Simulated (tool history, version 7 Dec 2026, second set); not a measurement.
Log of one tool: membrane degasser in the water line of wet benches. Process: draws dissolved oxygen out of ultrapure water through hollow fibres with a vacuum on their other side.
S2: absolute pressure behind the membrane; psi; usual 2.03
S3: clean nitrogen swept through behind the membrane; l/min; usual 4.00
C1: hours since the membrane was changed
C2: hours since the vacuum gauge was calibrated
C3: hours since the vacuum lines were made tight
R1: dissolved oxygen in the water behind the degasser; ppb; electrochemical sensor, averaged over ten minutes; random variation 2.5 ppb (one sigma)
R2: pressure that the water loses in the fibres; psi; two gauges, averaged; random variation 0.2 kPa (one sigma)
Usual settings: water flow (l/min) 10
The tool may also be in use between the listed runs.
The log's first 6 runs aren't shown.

Run 7, hour 945.8: usual settings; C1 8137; C2 5520; C3 4411. Result: R1 348.1 ppb, R2 7.432 psi.
Run 8, hour 1123.0: usual settings but water flow (l/min) 15; C1 8314; C2 5697; C3 4588. Result: R1 735.4 ppb, R2 11.143 psi.
Run 9, hour 1229.3: usual settings but water flow (l/min) 15, S3 3.72 l/min; C1 8420; C2 5803; C3 4694. Result: R1 739.2 ppb, R2 11.174 psi.
Run 10, hour 1417.6: usual settings but water flow (l/min) 15, S3 3.72 l/min; C1 8608; C2 5992; C3 4883. Result: R1 740.2 ppb, R2 11.238 psi.
Run 11, hour 1541.4: usual settings; C1 8732; C2 6115; C3 5006. Result: R1 354.8 ppb, R2 7.525 psi.
Run 12, hour 1715.4: usual settings; C1 8906; C2 6289; C3 5180. Result: R1 362.1 ppb, R2 7.523 psi.
Run 13, hour 1867.4: usual settings; C1 9058; C2 6441; C3 5332. Result: R1 356.2 ppb, R2 7.539 psi.
At hour 2026.2: vacuum gauge calibrated.
Run 14, hour 2070.6: usual settings; C1 9261; C2 44; C3 5535. Result: R1 367.3 ppb, R2 7.529 psi.
Run 15, hour 2230.5: usual settings but water flow (l/min) 6; C1 9421; C2 204; C3 5695. Result: R1 120.0 ppb, R2 4.514 psi.
Run 16, hour 2371.9: usual settings but water flow (l/min) 6; C1 9562; C2 346; C3 5836. Result: R1 122.7 ppb, R2 4.577 psi.
Run 17, hour 2546.6: usual settings but S2 4.86 psi, S3 3.93 l/min; C1 9737; C2 520; C3 6011. Result: R1 501.8 ppb, R2 7.567 psi.
At hour 2697.8: vacuum gauge calibrated, once more.
Run 18, hour 2705.6: usual settings but S2 2.02 psi, S3 1.62 l/min; C1 9895; C2 8; C3 6170. Result: R1 462.4 ppb, R2 7.584 psi.
Run 19, hour 2825.2: usual settings but water flow (l/min) 9, S3 7.16 l/min; C1 10015; C2 127; C3 6289. Result: R1 276.8 ppb, R2 6.854 psi.
Run 20, hour 2971.4: usual settings but S3 4.55 l/min; C1 10161; C2 274; C3 6435. Result: R1 368.0 ppb, R2 7.674 psi.
Run 21, hour 3059.9: usual settings but S2 1.22 psi, S3 3.47 l/min; C1 10250; C2 362; C3 6524. Result: R1 351.7 ppb, R2 7.649 psi.
Run 22, hour 3275.5: usual settings but water flow (l/min) 9, S2 4.73 psi, S3 4.93 l/min; C1 10465; C2 578; C3 6740. Result: R1 383.7 ppb, R2 6.944 psi.
Run 23, hour 3395.0: usual settings but water flow (l/min) 9, S2 4.73 psi, S3 4.93 l/min; C1 10585; C2 697; C3 6859. Result: R1 386.7 ppb, R2 6.917 psi.
Run 24, hour 3552.2: usual settings but water flow (l/min) 9, S2 4.73 psi, S3 4.93 l/min; C1 10742; C2 854; C3 7016. Result: R1 388.7 ppb, R2 6.904 psi.
At hour 3611.6: membrane cartridge changed.
At hour 3625.3: seals of the vacuum lines changed.
Run 25, hour 3736.8: usual settings but water flow (l/min) 13, S2 4.73 psi, S3 3.28 l/min; C1 123; C2 1033; C3 112. Result: R1 601.5 ppb, R2 8.612 psi.
Run 26, hour 3869.0: usual settings but water flow (l/min) 8, S2 1.84 psi, S3 2.10 l/min; C1 255; C2 1165; C3 244. Result: R1 187.6 ppb, R2 5.365 psi.
Run 27, hour 4086.2: usual settings but water flow (l/min) 7, S2 2.52 psi; C1 473; C2 1382; C3 461. Result: R1 132.7 ppb, R2 4.664 psi.
Run 28, hour 4230.0: usual settings but water flow (l/min) 7, S2 2.52 psi; C1 616; C2 1526; C3 605. Result: R1 132.8 ppb, R2 4.701 psi.
Run 29, hour 4424.1: usual settings but water flow (l/min) 12, S2 1.60 psi, S3 2.04 l/min; C1 810; C2 1720; C3 799. Result: R1 410.8 ppb, R2 8.067 psi.
Run 30, hour 4588.3: usual settings but water flow (l/min) 11, S2 2.12 psi, S3 5.50 l/min; C1 975; C2 1885; C3 963. Result: R1 308.6 ppb, R2 7.426 psi.
Run 31, hour 4688.1: usual settings but S3 3.78 l/min; C1 1074; C2 1984; C3 1063. Result: R1 264.5 ppb, R2 6.740 psi.

5 ways to go on from here, each from the tool as it stands after run 31. What would each give?
Run A, hour 4786.6: usual settings but water flow (l/min) 13; C1 1173; C2 2083; C3 1161. Result: R1 ?, R2 ?.
Run B, hour 4786.6: usual settings but water flow (l/min) 6, S2 4.24 psi, S3 5.69 l/min; C1 1173; C2 2083; C3 1161. Result: R1 ?, R2 ?.
Run C, hour 4786.6: usual settings but S3 5.53 l/min; C1 1173; C2 2083; C3 1161. Result: R1 ?, R2 ?.
Run D, hour 4786.6: usual settings but water flow (l/min) 7, S2 1.83 psi, S3 9.78 l/min; C1 1173; C2 2083; C3 1161. Result: R1 ?, R2 ?.
Run E, hour 4786.6: usual settings but water flow (l/min) 6; C1 1173; C2 2083; C3 1161. Result: R1 ?, R2 ?.

run     R1     R2
  A  453.7  8.782
  B  111.1  4.003
  C  246.9  6.720
  D   85.5  4.695
  E   83.5  4.025
Without the tool's hidden state the same runs would have given:
run     R1     R2
  A  434.7  8.651
  B  105.0  3.944
  C  234.6  6.620
  D   80.0  4.624
  E   78.3  3.964
